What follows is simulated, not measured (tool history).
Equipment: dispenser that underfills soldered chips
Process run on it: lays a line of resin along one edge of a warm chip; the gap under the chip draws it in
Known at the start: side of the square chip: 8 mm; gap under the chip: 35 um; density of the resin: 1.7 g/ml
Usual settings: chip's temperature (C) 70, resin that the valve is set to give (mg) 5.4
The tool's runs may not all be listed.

run   hour  chip's temperature (C)  resin that the valve is set to give (mg)  time until the resin shows at the far edge (s)  resin that the valve gave (mg)
  1      0                      70                                       5.4                                           165.5                            5.31
         6  -- new syringe of resin
  2    8.8                      70                                       5.4                                             112                            5.33
  3   20.7                      70                                       5.4                                           178.6                            5.32
      25.6  -- new syringe of resin
  4     36                      70                                       5.4                                           147.4                            5.27
      44.8  -- new syringe of resin
  5   44.8                      70                                       5.4                                              97                            5.34
  6   53.3                      70                                       5.4                                           139.5                            5.26
  7   60.9                      70                                       5.4                                           186.2                            5.27
      64.2  -- new syringe of resin
  8   75.5                      70                                      4.61                                           165.8                            4.53
        83  -- new syringe of resin
  9   91.7                      70                                      4.61                                             148                            4.51
 10   99.9                      70                                      6.74                                           191.1                            6.53
     101.3  -- new syringe of resin
 11  110.5                      70                                      6.74                                           137.8                            6.49
     120.7  -- new syringe of resin
 12  122.4                      77                                       5.4                                            74.2                            5.16
 13    133                      77                                       5.4                                           113.3                            5.12
     139.8  -- new syringe of resin
 14  147.9                      78                                       5.4                                            93.7                             5.1
 15    156                      72                                       5.4                                             177                            5.18
     158.5  -- new syringe of resin
 16  173.1                      70                                       5.4                                           180.8                             5.1
     177.8  -- new syringe of resin
     182.5  -- stage's temperature calibrated
     185.6  -- dispensing valve cleaned and set on the balance
 17  190.2                      70                                       5.4                                           135.4                            5.41
     198.7  -- new syringe of resin
 18  205.8                      70                                      5.07                                           119.6                            5.06
     217.6  -- new syringe of resin
 19  218.2                      70                                      5.07                                            94.2                            5.05
 20  233.9                      65                                      5.03                                           230.4                            4.96
     236.9  -- new syringe of resin
 21  250.5                      65                                      5.03                                           205.7                            4.98
     255.4  -- new syringe of resin
 22  259.8                      70                                      5.98                                             103                            5.87
 23    268                      65                                      4.74                                           194.5                             4.7
     273.8  -- new syringe of resin
 24  285.1                      74                                       5.3                                           115.5                            5.18
     292.8  -- new syringe of resin
 25  296.4                      75                                      5.02                                            84.3                            4.92
 26  307.8                      77                                      4.63                                           122.3                            4.51
     311.7  -- new syringe of resin
 27  315.7                      67                                      6.24                                           120.6                            6.06
 28  326.9                      67                                      6.24                                           189.2                            6.07
     330.1  -- new syringe of resin
 29  336.4                      79                                      5.67                                            74.2                             5.5
 30  346.7                      79                                      5.67                                           113.3                            5.41
     349.4  -- new syringe of resin
 31  363.5                      58                                      6.18                                             298                            5.93
     367.9  -- new syringe of resin
 32  375.8                      64                                      5.85                                           168.4                            5.61
     386.7  -- new syringe of resin
 33  392.5                      64                                      5.85                                           158.6                             5.6
     405.2  -- new syringe of resin
 34  405.2                      69                                      6.52                                            94.8                            6.24
     416.1  -- dispensing valve cleaned and set on the balance
 35  417.9                      72                                      6.61                                           128.7                            6.54

Forecast each of these 4 alternatives for the next run:
     425.3  -- new syringe of resin
  A  426.5                      76                                      4.72                                               ?                               ?
     425.3  -- new syringe of resin
  B  426.5                      83                                       5.1                                               ?                               ?
     425.3  -- new syringe of resin
  C  426.5                      73                                      4.76                                               ?                               ?
     425.3  -- new syringe of resin
  D  426.5                      62                                      6.17                                               ?                               ?

run  time until the resin shows at the far edge (s)  resin that the valve gave (mg)
  A                                              74                            4.69
  B                                            51.8                            5.14
  C                                            84.3                            4.76
  D                                           142.1                            6.15
Without the tool's hidden state the same runs would have given:
run  time until the resin shows at the far edge (s)  resin that the valve gave (mg)
  A                                            70.5                             4.7
  B                                            49.4                            5.15
  C                                            80.2                            4.78
  D                                           135.2                            6.17

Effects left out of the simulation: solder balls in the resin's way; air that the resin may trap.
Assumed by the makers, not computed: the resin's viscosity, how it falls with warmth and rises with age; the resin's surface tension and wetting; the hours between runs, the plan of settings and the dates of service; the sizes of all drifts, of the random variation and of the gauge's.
